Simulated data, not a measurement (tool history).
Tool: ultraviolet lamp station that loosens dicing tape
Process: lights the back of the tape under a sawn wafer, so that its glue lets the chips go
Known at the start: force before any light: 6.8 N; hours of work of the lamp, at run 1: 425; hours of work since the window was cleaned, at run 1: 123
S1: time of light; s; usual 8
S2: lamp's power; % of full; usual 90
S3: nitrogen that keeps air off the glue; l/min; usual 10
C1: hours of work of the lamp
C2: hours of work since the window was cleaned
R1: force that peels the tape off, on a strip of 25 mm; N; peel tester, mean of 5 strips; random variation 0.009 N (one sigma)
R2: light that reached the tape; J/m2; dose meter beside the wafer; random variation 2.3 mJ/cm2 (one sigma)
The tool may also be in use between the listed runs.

| run | hour | S1 | S2 | S3 | C1 | C2 | R1 | R2 |
|---|---|---|---|---|---|---|---|---|
| 1 | 0.0 | 8 | 90 | 10 | 425 | 123 | 0.440 | 2170 |
| 2 | 48.0 | 8 | 90 | 10 | 446 | 143 | 0.425 | 2150 |
| 3 | 75.3 | 8 | 90 | 10 | 457 | 155 | 0.440 | 2140 |
| 4 | 99.7 | 8 | 72 | 10 | 468 | 165 | 0.643 | 1720 |
| 5 | 136.7 | 8 | 72 | 10 | 483 | 181 | 0.652 | 1730 |
| 6 | 172.8 | 8 | 72 | 10 | 498 | 196 | 0.666 | 1670 |
| 7 | 220.3 | 8 | 90 | 10 | 519 | 216 | 0.459 | 2080 |
| 8 | 274.2 | 7 | 90 | 10 | 541 | 239 | 0.599 | 1820 |
|  | 279.3 | window cleaned of glue's vapour |
| 9 | 329.0 | 8 | 73 | 10 | 564 | 21 | 0.725 | 1570 |
| 10 | 370.4 | 11 | 90 | 10 | 582 | 39 | 0.340 | 2670 |
| 11 | 401.8 | 8 | 90 | 10 | 595 | 52 | 0.507 | 1900 |
| 12 | 429.6 | 8 | 90 | 10 | 607 | 64 | 0.517 | 1920 |
| 13 | 487.3 | 8 | 90 | 10 | 631 | 88 | 0.543 | 1880 |
|  | 493.0 | window cleaned of glue's vapour, once more |
| 14 | 539.8 | 14 | 80 | 13 | 653 | 20 | 0.268 | 3340 |
| 15 | 570.2 | 12 | 85 | 7 | 666 | 33 | 0.327 | 3010 |
| 16 | 602.7 | 8 | 68 | 4 | 680 | 46 | 1.199 | 1660 |
| 17 | 643.4 | 5 | 90 | 7 | 697 | 64 | 1.247 | 1330 |
| 18 | 685.2 | 5 | 90 | 7 | 715 | 81 | 1.259 | 1340 |
| 19 | 719.7 | 9 | 63 | 10 | 730 | 96 | 0.723 | 1590 |
| 20 | 763.4 | 9 | 63 | 6 | 748 | 114 | 0.883 | 1640 |
| 21 | 820.0 | 9 | 63 | 6 | 772 | 138 | 0.930 | 1600 |
| 22 | 864.8 | 8 | 77 | 10 | 791 | 157 | 0.642 | 1750 |
| 23 | 905.5 | 8 | 77 | 9 | 808 | 175 | 0.684 | 1710 |
| 24 | 951.9 | 8 | 77 | 9 | 828 | 194 | 0.668 | 1690 |
| 25 | 982.6 | 13 | 100 | 4 | 841 | 207 | 0.341 | 3590 |
| 26 | 1024.1 | 7 | 90 | 10 | 859 | 225 | 0.634 | 1750 |

5 ways to go on from here, each from the tool as it stands after run 26. What would each give?
|  | 1063.5 | window cleaned of glue's vapour |
| A | 1071.9 | 8 | 97 | 7 | 879 | 4 | ? | ? |
|  | 1063.5 | window cleaned of glue's vapour |
| B | 1071.9 | 8 | 92 | 13 | 879 | 4 | ? | ? |
|  | 1063.5 | window cleaned of glue's vapour |
| C | 1071.9 | 7 | 90 | 10 | 879 | 4 | ? | ? |
|  | 1063.5 | window cleaned of glue's vapour |
| D | 1071.9 | 8 | 100 | 8 | 879 | 4 | ? | ? |
|  | 1063.5 | window cleaned of glue's vapour |
| E | 1071.9 | 15 | 90 | 10 | 879 | 4 | ? | ? |

| run | R1 | R2 |
|---|---|---|
| A | 0.490 | 2250 |
| B | 0.400 | 2130 |
| C | 0.581 | 1790 |
| D | 0.442 | 2330 |
| E | 0.256 | 3910 |
Without the tool's hidden state the same runs would have given:
| run | R1 | R2 |
|---|---|---|
| A | 0.394 | 2590 |
| B | 0.333 | 2450 |
| C | 0.459 | 2070 |
| D | 0.362 | 2680 |
| E | 0.250 | 4510 |

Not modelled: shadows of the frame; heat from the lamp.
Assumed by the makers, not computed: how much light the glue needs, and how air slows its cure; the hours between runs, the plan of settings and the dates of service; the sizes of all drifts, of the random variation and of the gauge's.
